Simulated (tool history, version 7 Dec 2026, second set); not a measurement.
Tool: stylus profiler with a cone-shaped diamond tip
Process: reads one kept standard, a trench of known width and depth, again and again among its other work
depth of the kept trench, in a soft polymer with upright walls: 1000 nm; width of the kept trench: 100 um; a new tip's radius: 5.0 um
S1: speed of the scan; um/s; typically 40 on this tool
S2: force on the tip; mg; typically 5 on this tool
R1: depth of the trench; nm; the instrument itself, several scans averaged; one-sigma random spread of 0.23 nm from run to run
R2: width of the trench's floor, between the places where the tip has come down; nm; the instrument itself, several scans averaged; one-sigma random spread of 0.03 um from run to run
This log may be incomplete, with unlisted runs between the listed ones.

Run 1, hour 0: usual settings. Result: R1 1018.58 nm, R2 93990 nm.
Run 2, hour 29.2: usual settings. Result: R1 1018.9 nm, R2 93900 nm.
Run 3, hour 57.3: usual settings but S1 11 um/s. Result: R1 1019.21 nm, R2 93980 nm.
Run 4, hour 100.1: usual settings but S1 20 um/s. Result: R1 1018.9 nm, R2 93940 nm.
Run 5, hour 127.4: usual settings but S1 20 um/s, S2 5.12 mg. Result: R1 1019.65 nm, R2 93900 nm.
Run 6, hour 151.3: usual settings but S1 20 um/s, S2 5.12 mg. Result: R1 1019.06 nm, R2 93890 nm.
Run 7, hour 182.5: usual settings but S1 20 um/s, S2 5.12 mg. Result: R1 1019.75 nm, R2 93880 nm.
Run 8, hour 211.8: usual settings but S1 20 um/s, S2 5.12 mg. Result: R1 1019.92 nm, R2 93840 nm.
Run 9, hour 242.1: usual settings but S1 10 um/s, S2 8.72 mg. Result: R1 1027.95 nm, R2 93940 nm.
Run 10, hour 284.1: usual settings but S1 10 um/s, S2 8.72 mg. Result: R1 1028.22 nm, R2 93780 nm.
Run 11, hour 318.1: usual settings but S1 58 um/s. Result: R1 1019.59 nm, R2 93760 nm.
Run 12, hour 355.4: usual settings but S1 50 um/s. Result: R1 1019.81 nm, R2 93750 nm.
Run 13, hour 393.4: usual settings but S1 50 um/s. Result: R1 1020.04 nm, R2 93720 nm.
Run 14, hour 418.7: usual settings but S1 50 um/s. Result: R1 1020.49 nm, R2 93720 nm.

Run 15 has not been measured yet. What should we expect?
Run 15, hour 438.4: usual settings but S1 50 um/s. Result: R1 ?, R2 ?.

R1: 1019.89 nm
R2: 93690 nm
With no hidden state in the tool, this same run would have given R1 1018.31 nm, R2 93910 nm.
